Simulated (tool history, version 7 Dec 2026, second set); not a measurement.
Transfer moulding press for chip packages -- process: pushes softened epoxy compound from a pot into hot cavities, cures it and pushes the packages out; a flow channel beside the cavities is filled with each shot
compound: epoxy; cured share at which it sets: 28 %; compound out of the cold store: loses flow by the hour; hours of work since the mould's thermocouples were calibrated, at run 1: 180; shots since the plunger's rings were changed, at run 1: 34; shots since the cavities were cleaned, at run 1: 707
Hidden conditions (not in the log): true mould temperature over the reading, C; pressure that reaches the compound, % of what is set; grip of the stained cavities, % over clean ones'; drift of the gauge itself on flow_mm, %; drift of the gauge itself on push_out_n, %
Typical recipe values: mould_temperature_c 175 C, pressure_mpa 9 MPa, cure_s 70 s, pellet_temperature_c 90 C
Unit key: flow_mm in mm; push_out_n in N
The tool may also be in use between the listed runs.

| run | day | mould_temperature_c | pressure_mpa | cure_s | pellet_temperature_c | hours of work since the mould's thermocouples were calibrated | shots since the plunger's rings were changed | shots since the cavities were cleaned | incoming compound's hours out of the cold store | flow_mm | push_out_n |
|---|---|---|---|---|---|---|---|---|---|---|---|
| 1 | 0 | 175 | 9 | 70 | 90 | 180 | 34 | 707 | 31.5 | 617 | 296 |
|  | 0.7 | cavities cleaned with cleaning compound and waxed |
| 2 | 1.104 | 175 | 9 | 70 | 90 | 195 | 373 | 132 | 14.8 | 675 | 384 |
| 3 | 1.858 | 175 | 9 | 70 | 90 | 206 | 617 | 376 | 8.8 | 706 | 396 |
| 4 | 2.675 | 175 | 9 | 70 | 90 | 218 | 884 | 643 | 25.1 | 634 | 375 |
|  | 2.783 | cavities cleaned with cleaning compound and waxed, once more |
| 5 | 3.429 | 175 | 9 | 70 | 90 | 228 | 1108 | 209 | 25.9 | 626 | 248 |
| 6 | 4.083 | 175 | 9 | 70 | 90 | 237 | 1321 | 422 | 27.5 | 618 | 267 |
| 7 | 5.046 | 175 | 9 | 70 | 90 | 251 | 1634 | 735 | 16.7 | 654 | 307 |
|  | 5.621 | cavities cleaned with cleaning compound and waxed |
| 8 | 5.992 | 175 | 9 | 70 | 90 | 264 | 1922 | 122 | 42.3 | 572 | 215 |
| 9 | 6.475 | 175 | 9 | 70 | 90 | 271 | 2079 | 279 | 29.4 | 617 | 257 |
| 10 | 7.075 | 175 | 9 | 70 | 85 | 279 | 2273 | 473 | 18.6 | 633 | 281 |
| 11 | 8.162 | 175 | 9 | 70 | 85 | 295 | 2628 | 828 | 27.3 | 613 | 324 |
|  | 8.483 | cavities cleaned with cleaning compound and waxed |
| 12 | 9.375 | 171 | 9 | 70 | 90 | 312 | 3001 | 289 | 40 | 579 | 329 |
| 13 | 9.967 | 171 | 9 | 70 | 90 | 320 | 3194 | 482 | 26.6 | 610 | 381 |
| 14 | 10.692 | 171 | 9 | 70 | 90 | 331 | 3429 | 717 | 30.9 | 602 | 404 |
| 15 | 11.233 | 171 | 9 | 70 | 90 | 338 | 3606 | 894 | 27.7 | 611 | 417 |
|  | 11.388 | cavities cleaned with cleaning compound and waxed |
| 16 | 11.821 | 171 | 7.36 | 67 | 94 | 346 | 3776 | 141 | 47 | 488 | 306 |
| 17 | 12.358 | 171 | 7.36 | 67 | 94 | 354 | 3951 | 316 | 41.5 | 514 | 373 |
| 18 | 13.154 | 171 | 7.36 | 67 | 94 | 365 | 4210 | 575 | 25 | 563 | 427 |
|  | 13.912 | plunger's sealing rings changed |
|  | 14.396 | cavities cleaned with cleaning compound and waxed |
| 19 | 14.458 | 171 | 7.36 | 67 | 94 | 381 | 157 | 20 | 33.1 | 553 | 298 |

Run 20 comes next. What will it give?
| 20 | 15.3 | 180 | 9 | 70 | 91 | 394 | 430 | 293 | 25.3 | ? | ? |

flow_mm: 622 mm
push_out_n: 222 N
The same run, on a tool lacking any hidden state, would have yielded flow_mm 624 mm, push_out_n 172 N.
